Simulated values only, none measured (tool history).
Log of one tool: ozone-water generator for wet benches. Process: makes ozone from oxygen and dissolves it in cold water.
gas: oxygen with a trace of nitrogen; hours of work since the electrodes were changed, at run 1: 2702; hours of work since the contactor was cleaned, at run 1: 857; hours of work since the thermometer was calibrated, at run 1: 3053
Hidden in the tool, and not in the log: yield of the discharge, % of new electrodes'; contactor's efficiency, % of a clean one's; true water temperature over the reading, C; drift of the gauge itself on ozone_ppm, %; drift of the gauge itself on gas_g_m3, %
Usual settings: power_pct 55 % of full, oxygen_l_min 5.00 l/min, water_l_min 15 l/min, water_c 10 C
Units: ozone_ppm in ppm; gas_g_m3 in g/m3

run     day  power_pct  oxygen_l_min  water_l_min  water_c  hours of work since the electrodes were changed  hours of work since the contactor was cleaned  hours of work since the thermometer was calibrated  ozone_ppm  gas_g_m3
  1   0.000         55          5.00           15       10                                             2702                                            857                                                3053       13.7     131.2
  2   3.388         55          8.67           15       10                                             2777                                            932                                                3129       12.9      95.1
  3   5.917         55          8.67           15       10                                             2833                                            988                                                3185       12.8      96.8
  4  10.146         55          8.67           15       10                                             2927                                           1082                                                3279       12.8      94.2
  5  15.550         55          8.67           15       10                                             3048                                           1202                                                3399       13.0      96.1
  6  19.521         55          5.00           15       10                                             3136                                           1291                                                3488       13.1     130.0
  7  24.892         55          5.00           15       10                                             3255                                           1410                                                3607       13.2     128.4
     28.771  -- water thermometer calibrated
  8  28.971         43          5.00           11       10                                             3346                                           1500                                                   4       14.4     112.1
  9  34.467         87          5.00           15       10                                             3468                                           1623                                                 127       17.3     167.7
 10  38.025         87          5.00           15       10                                             3547                                           1702                                                 206       17.3     166.2
 11  42.408         80          8.65           13       15                                             3644                                           1799                                                 303       15.4     115.0
 12  48.129         44          3.09           13       15                                             3772                                           1926                                                 430       11.7     146.6
 13  52.092         55          5.00           11       14                                             3860                                           2014                                                 519       15.0     125.8
 14  55.750         55          2.91           11       14                                             3941                                           2096                                                 600       15.8     170.3

5 ways to go on from here, each from the tool as it stands after run 14. What would each give?
  A  58.488         55          8.78           14       14                                             4002                                           2157                                                 661          ?         ?
  B  58.488         91          2.91           11       14                                             4002                                           2157                                                 661          ?         ?
  C  58.488         68          2.91           19       14                                             4002                                           2157                                                 661          ?         ?
  D  58.488         55          3.38           11       14                                             4002                                           2157                                                 661          ?         ?
  E  58.488         73          5.00            9       17                                             4002                                           2157                                                 661          ?         ?

run  ozone_ppm  gas_g_m3
  A       11.8      91.7
  B       20.8     230.7
  C       10.9     194.7
  D       15.5     158.5
  E       18.8     148.8
Without the tool's hidden state the same runs would have given:
run  ozone_ppm  gas_g_m3
  A       13.8     102.6
  B       25.4     269.2
  C       13.0     221.8
  D       18.1     177.3
  E       22.5     170.3
